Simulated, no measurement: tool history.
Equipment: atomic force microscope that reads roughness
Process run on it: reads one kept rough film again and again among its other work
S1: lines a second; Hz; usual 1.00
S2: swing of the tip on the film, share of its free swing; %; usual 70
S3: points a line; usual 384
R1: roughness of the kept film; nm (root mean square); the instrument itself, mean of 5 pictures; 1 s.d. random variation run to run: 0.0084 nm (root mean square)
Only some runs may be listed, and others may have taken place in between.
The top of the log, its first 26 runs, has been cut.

run     day    S1  S2   S3     R1
 27   7.942  0.94  77  678  1.791
 28   8.162  0.76  77  592  1.818
 29   8.471  1.90  74  592  1.758
 30   8.867  1.90  74  592  1.765
 31   9.142  1.90  74  592  1.746
 32   9.508  1.90  74  592  1.735
 33   9.804  1.59  59  985  1.815
 34   9.979  1.59  59  985  1.816
 35  10.238  1.59  59  985  1.805
 36  10.571  1.59  59  985  1.798
 37  10.850  0.93  59  271  1.799
 38  11.229  1.00  76  287  1.757

Alternative continuations, all from the tool just after run 38; predict every row:
  A  11.554  0.78  78  853   ?
  B  11.554  1.93  86  274   ?
  C  11.554  3.92  65  842   ?
  D  11.554  2.98  82  297   ?
  E  11.554  3.62  70  384   ?

run     R1
  A  1.766
  B  1.649
  C  1.688
  D  1.596
  E  1.662
With the hidden condition removed and each run's random variation left untouched, the same runs would have given:
run     R1
  A  1.843
  B  1.720
  C  1.762
  D  1.665
  E  1.735

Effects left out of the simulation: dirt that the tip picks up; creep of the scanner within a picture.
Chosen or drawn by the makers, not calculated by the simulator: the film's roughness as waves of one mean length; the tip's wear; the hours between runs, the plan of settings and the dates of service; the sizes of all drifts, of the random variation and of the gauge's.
